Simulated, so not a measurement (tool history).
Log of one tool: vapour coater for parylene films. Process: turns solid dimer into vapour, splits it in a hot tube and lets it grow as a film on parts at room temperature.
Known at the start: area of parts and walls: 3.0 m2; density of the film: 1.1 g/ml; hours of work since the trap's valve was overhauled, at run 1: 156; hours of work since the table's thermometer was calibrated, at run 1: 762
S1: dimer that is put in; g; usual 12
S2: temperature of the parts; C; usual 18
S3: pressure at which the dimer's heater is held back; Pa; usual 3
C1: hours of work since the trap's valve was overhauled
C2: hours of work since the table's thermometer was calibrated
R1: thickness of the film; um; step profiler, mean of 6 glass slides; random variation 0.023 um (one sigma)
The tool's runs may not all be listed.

run 1 hour=0 | S1=12 S2=18 S3=3 | C1=156 C2=762 | R1=2.45
run 2 hour=36.8 | S1=12 S2=18 S3=3 | C1=176 C2=782 | R1=2.43
run 3 hour=62.5 | S1=12 S2=18 S3=3 | C1=191 C2=797 | R1=2.43
run 4 hour=89.7 | S1=12 S2=18 S3=3 | C1=206 C2=812 | R1=2.36
run 5 hour=108.8 | S1=12 S2=20 S3=3 | C1=217 C2=823 | R1=2.29
run 6 hour=154.2 | S1=12 S2=20 S3=3 | C1=242 C2=848 | R1=2.24
run 7 hour=195 | S1=12 S2=20 S3=3 | C1=265 C2=871 | R1=2.24
run 8 hour=232.4 | S1=12 S2=20 S3=3 | C1=286 C2=892 | R1=2.2
-- hour=268.1 trap's valve overhauled
run 9 hour=273.4 | S1=9 S2=20 S3=3 | C1=3 C2=913 | R1=1.78
run 10 hour=308.1 | S1=16 S2=18 S3=3 | C1=22 C2=932 | R1=3.38
run 11 hour=343.5 | S1=16 S2=18 S3=3 | C1=42 C2=952 | R1=3.35
run 12 hour=365.5 | S1=12 S2=18 S3=3.66 | C1=54 C2=964 | R1=2.43
run 13 hour=392.3 | S1=12 S2=18 S3=9.66 | C1=69 C2=979 | R1=2.13
run 14 hour=415 | S1=12 S2=17 S3=3.2 | C1=82 C2=992 | R1=2.53
run 15 hour=439.4 | S1=15 S2=12 S3=6.82 | C1=96 C2=1005 | R1=3.21
run 16 hour=478.8 | S1=15 S2=12 S3=6.82 | C1=118 C2=1027 | R1=3.17
run 17 hour=504.3 | S1=12 S2=18 S3=5.27 | C1=132 C2=1042 | R1=2.24
run 18 hour=524.9 | S1=12 S2=18 S3=5.27 | C1=144 C2=1053 | R1=2.3
run 19 hour=567.6 | S1=12 S2=18 S3=5.27 | C1=167 C2=1077 | R1=2.25
run 20 hour=587.1 | S1=12 S2=18 S3=2.46 | C1=178 C2=1088 | R1=2.45
run 21 hour=624.2 | S1=9 S2=12 S3=5.21 | C1=199 C2=1109 | R1=1.93
run 22 hour=648.4 | S1=13 S2=16 S3=9.53 | C1=213 C2=1122 | R1=2.34
run 23 hour=669.4 | S1=18 S2=12 S3=2.39 | C1=224 C2=1134 | R1=4.32
run 24 hour=697.6 | S1=17 S2=18 S3=2.74 | C1=240 C2=1150 | R1=3.36
run 25 hour=740.3 | S1=17 S2=16 S3=2.74 | C1=264 C2=1174 | R1=3.55

4 ways to go on from here, each from the tool as it stands after run 25. What would each give?
run A hour=772.8 | S1=20 S2=11 S3=8.52 | C1=282 C2=1192 | R1=?
run B hour=772.8 | S1=9 S2=18 S3=3 | C1=282 C2=1192 | R1=?
run C hour=772.8 | S1=17 S2=16 S3=9.58 | C1=282 C2=1192 | R1=?
run D hour=772.8 | S1=5 S2=30 S3=8.48 | C1=282 C2=1192 | R1=?

run=A R1=3.99
run=B R1=1.74
run=C R1=2.93
run=D R1=0.6
Without the tool's hidden state the same runs would have given:
run=A R1=4.34
run=B R1=1.89
run=C R1=3.18
run=D R1=0.65
